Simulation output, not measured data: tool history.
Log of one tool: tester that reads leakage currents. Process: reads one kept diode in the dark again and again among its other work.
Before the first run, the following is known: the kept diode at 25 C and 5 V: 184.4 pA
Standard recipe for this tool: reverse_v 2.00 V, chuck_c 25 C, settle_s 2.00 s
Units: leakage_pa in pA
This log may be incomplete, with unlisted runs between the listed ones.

run 1 day=0.000 | reverse_v=2.00 chuck_c=25 settle_s=2.00 | leakage_pa=132.75
run 2 day=1.088 | reverse_v=2.00 chuck_c=25 settle_s=2.00 | leakage_pa=133.20
run 3 day=2.400 | reverse_v=2.00 chuck_c=20 settle_s=2.00 | leakage_pa=85.36
run 4 day=3.725 | reverse_v=2.00 chuck_c=25 settle_s=2.00 | leakage_pa=133.10
run 5 day=5.508 | reverse_v=2.00 chuck_c=25 settle_s=1.59 | leakage_pa=133.02
run 6 day=6.612 | reverse_v=2.00 chuck_c=25 settle_s=1.59 | leakage_pa=132.44
run 7 day=8.667 | reverse_v=2.00 chuck_c=25 settle_s=1.59 | leakage_pa=133.38
run 8 day=10.904 | reverse_v=2.00 chuck_c=25 settle_s=2.00 | leakage_pa=133.53
run 9 day=12.367 | reverse_v=2.04 chuck_c=25 settle_s=2.00 | leakage_pa=133.32
run 10 day=14.346 | reverse_v=2.04 chuck_c=25 settle_s=2.00 | leakage_pa=134.06
run 11 day=15.333 | reverse_v=2.00 chuck_c=25 settle_s=2.00 | leakage_pa=133.14
run 12 day=17.312 | reverse_v=2.00 chuck_c=25 settle_s=2.00 | leakage_pa=133.25
run 13 day=19.000 | reverse_v=2.00 chuck_c=25 settle_s=0.40 | leakage_pa=132.77
run 14 day=21.004 | reverse_v=2.00 chuck_c=25 settle_s=0.40 | leakage_pa=133.25
run 15 day=22.017 | reverse_v=2.00 chuck_c=25 settle_s=0.40 | leakage_pa=133.51
run 16 day=23.571 | reverse_v=2.00 chuck_c=25 settle_s=2.00 | leakage_pa=133.70
run 17 day=24.638 | reverse_v=1.27 chuck_c=25 settle_s=2.00 | leakage_pa=113.78
run 18 day=26.183 | reverse_v=2.00 chuck_c=31 settle_s=2.00 | leakage_pa=222.35
run 19 day=28.467 | reverse_v=2.00 chuck_c=31 settle_s=2.00 | leakage_pa=223.39
run 20 day=29.796 | reverse_v=2.00 chuck_c=31 settle_s=2.31 | leakage_pa=222.48
run 21 day=32.162 | reverse_v=6.56 chuck_c=43 settle_s=0.36 | leakage_pa=896.87
run 22 day=34.179 | reverse_v=6.56 chuck_c=43 settle_s=0.36 | leakage_pa=899.83
run 23 day=35.846 | reverse_v=6.56 chuck_c=43 settle_s=0.36 | leakage_pa=902.54
run 24 day=38.175 | reverse_v=6.56 chuck_c=43 settle_s=0.36 | leakage_pa=893.44
run 25 day=39.542 | reverse_v=9.22 chuck_c=55 settle_s=0.92 | leakage_pa=2482.04
run 26 day=41.867 | reverse_v=9.22 chuck_c=23 settle_s=6.65 | leakage_pa=191.71
run 27 day=43.325 | reverse_v=2.00 chuck_c=43 settle_s=0.93 | leakage_pa=590.15
run 28 day=44.946 | reverse_v=2.00 chuck_c=43 settle_s=0.93 | leakage_pa=587.73
run 29 day=46.933 | reverse_v=11.93 chuck_c=21 settle_s=9.83 | leakage_pa=175.21
-- day=48.388 chuck's temperature calibrated
run 30 day=48.596 | reverse_v=5.13 chuck_c=27 settle_s=1.24 | leakage_pa=220.50
run 31 day=49.671 | reverse_v=1.22 chuck_c=25 settle_s=3.56 | leakage_pa=112.03
run 32 day=51.583 | reverse_v=11.91 chuck_c=26 settle_s=3.12 | leakage_pa=274.70

Predict each of these 3 candidate next runs independently; none follows another, all start after run 32:
run A day=53.100 | reverse_v=3.21 chuck_c=34 settle_s=2.09 | leakage_pa=?
run B day=53.100 | reverse_v=2.00 chuck_c=56 settle_s=4.74 | leakage_pa=?
run C day=53.100 | reverse_v=11.91 chuck_c=28 settle_s=3.12 | leakage_pa=?

run=A leakage_pa=339.01
run=B leakage_pa=1560.24
run=C leakage_pa=324.04
Without the tool's hidden state the same runs would have given:
run=A leakage_pa=339.07
run=B leakage_pa=1560.62
run=C leakage_pa=323.99

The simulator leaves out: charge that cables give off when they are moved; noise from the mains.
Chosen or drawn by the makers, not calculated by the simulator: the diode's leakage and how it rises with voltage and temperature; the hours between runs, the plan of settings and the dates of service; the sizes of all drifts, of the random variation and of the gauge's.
